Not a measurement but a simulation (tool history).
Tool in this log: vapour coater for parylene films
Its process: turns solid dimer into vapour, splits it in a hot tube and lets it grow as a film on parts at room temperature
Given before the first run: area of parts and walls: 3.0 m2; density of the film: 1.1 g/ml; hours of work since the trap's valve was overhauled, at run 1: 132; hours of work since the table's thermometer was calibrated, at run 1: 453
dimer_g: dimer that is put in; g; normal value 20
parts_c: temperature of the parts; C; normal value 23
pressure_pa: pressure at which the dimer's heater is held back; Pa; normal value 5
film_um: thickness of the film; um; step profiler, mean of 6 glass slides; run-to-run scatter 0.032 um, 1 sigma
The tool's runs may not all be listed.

run    hour  dimer_g  parts_c  pressure_pa  hours of work since the trap's valve was overhauled  hours of work since the table's thermometer was calibrated  film_um
  1       0       20       23            5                                                  132                                                         453     2.99
  2    40.4       20       23            5                                                  155                                                         476     2.99
  3    59.6       20       23            5                                                  166                                                         487     2.92
  4    84.4       20       23            5                                                  180                                                         502      2.9
  5   124.5       20       23            5                                                  203                                                         525     2.88
  6   159.5       20       23            5                                                  223                                                         545     2.86
  7   186.1       20       23            5                                                  238                                                         560     2.83
  8   224.8       20       23            5                                                  261                                                         582     2.81
  9   244.8       20       23            5                                                  272                                                         594     2.78
 10   269.3       20       16            5                                                  286                                                         608     3.53
 11   304.1        9       23            5                                                  306                                                         628     1.24
 12   323.4       20       23            5                                                  317                                                         639     2.71
 13   353.6       20       23            5                                                  335                                                         656     2.76
      365.7  -- trap's valve overhauled
 14   398.4       20       23            5                                                   19                                                         680     3.07
 15   421.6       20       23            5                                                   32                                                         693     3.12
 16   454.5       20       23         5.22                                                   51                                                         712     3.03
 17   476.4       20       26         5.22                                                   64                                                         724      2.7
 18   511.5       20       26         5.22                                                   84                                                         745     2.73
 19   547.5       20       30            5                                                  104                                                         765     2.38
 20   565.7       20       30            5                                                  115                                                         776     2.36
 21   599.7       20       26            5                                                  134                                                         795     2.67
 22   632.5       12       16          8.6                                                  153                                                         814     2.12
 23   675.2       12       16          8.6                                                  178                                                         839     2.15
 24   697.2       16       25         3.73                                                  190                                                         851     2.22
 25   729.7       32       20         3.13                                                  209                                                         870     5.29
 26   764.3       32       20         3.13                                                  229                                                         890     5.25
 27   808.2       32       20         3.13                                                  254                                                         915     5.24
 28   837.8       32       20         3.13                                                  271                                                         932     5.13
 29   864.5       12       17            5                                                  287                                                         947     2.05
 30   889.5       26       33         9.45                                                  301                                                         962     2.43
 31   933.2       20       16            5                                                  326                                                         987     3.54
      959.3  -- trap's valve overhauled
 32   964.2       13       16            5                                                    3                                                        1002      2.6
 33   992.9       13       16            5                                                   19                                                        1019     2.63
 34  1017.4       28       28         7.42                                                   33                                                        1033     3.54
 35  1062.2       10       28         7.47                                                   59                                                        1059      1.2
 36  1096.6       20       16            5                                                   79                                                        1078     3.96
 37  1133.8       13       32          2.3                                                  100                                                        1100      1.5
 38  1152.4       13       32          2.3                                                  111                                                        1111     1.47

Below are 5 alternative next runs, each starting from the tool's condition after run 38. Predict each:
  A  1189.2       20       25         2.88                                                  132                                                        1132        ?
  B  1189.2       26       32          2.3                                                  132                                                        1132        ?
  C  1189.2       10       19         4.49                                                  132                                                        1132        ?
  D  1189.2       14       32          2.3                                                  132                                                        1132        ?
  E  1189.2       12       31          2.3                                                  132                                                        1132        ?

run  film_um
  A     2.89
  B     2.97
  C     1.75
  D     1.63
  E     1.44
What these runs would have given with no unlogged condition in the tool:
run  film_um
  A     3.11
  B      3.2
  C     1.88
  D     1.76
  E     1.55
